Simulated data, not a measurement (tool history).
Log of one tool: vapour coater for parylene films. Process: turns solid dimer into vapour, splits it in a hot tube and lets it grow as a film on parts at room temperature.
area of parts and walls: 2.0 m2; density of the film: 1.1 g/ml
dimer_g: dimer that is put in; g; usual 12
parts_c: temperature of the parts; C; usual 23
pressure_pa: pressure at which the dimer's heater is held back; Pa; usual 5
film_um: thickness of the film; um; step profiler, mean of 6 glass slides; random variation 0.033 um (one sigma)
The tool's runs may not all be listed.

run	hour	dimer_g	parts_c	pressure_pa	film_um
1	0	12	23	5	2.92
2	29.2	12	18	5	3.16
3	53.1	12	18	5	3.18
4	73.6	12	18	5	3.19
5	93.1	12	18	5	3.2
6	125.3	12	18	5	3.2
7	153.7	12	18	5	3.13
8	188.5	12	18	5	3.12
9	205.1	12	18	5	3.09
10	219.4	12	18	5	3.11
11	248.9	12	18	5	3.08
12	271.8	12	23	5	2.85
13	290.4	11	18	3.44	2.89
# hour 302.7: trap's valve overhauled
14	324.3	18	29	2.24	3.71
15	358.4	18	17	2.24	4.53
16	378.7	8	17	9.21	1.85
17	410.7	17	23	2.4	3.89
18	431.2	18	17	5	4.35
# hour 452.8: trap's valve overhauled, once more
19	457.7	18	17	5	5.45
20	488.5	18	17	5	5.44
21	512.1	18	17	5	5.43
22	543.8	8	23	5	2.13
23	572.7	15	17	2.74	4.65

Hidden state or all else? Some run-to-run changes of film_um, split into what the settings, what came in and random variation would give without the hidden state, and what is left for the hidden state (with any gauge scatter that isn't in both results):
The hidden state here: vapour lost through the trap's worn valve, %; true temperature of the parts over the reading, C; drift of the gauge itself on film_um, %.
Run 15 -> 16: dimer_g 18 -> 8, pressure_pa 2.24 -> 9.21. film_um -2.68 um: hidden state +0.67, all else -3.35.
Run 18 -> 19: trap's valve overhauled, once more. film_um +1.1 um: hidden state +1.17, all else -0.07.
Run 21 -> 22: dimer_g 18 -> 8, parts_c 17 -> 23. film_um -3.3 um: hidden state -0.01, all else -3.29.
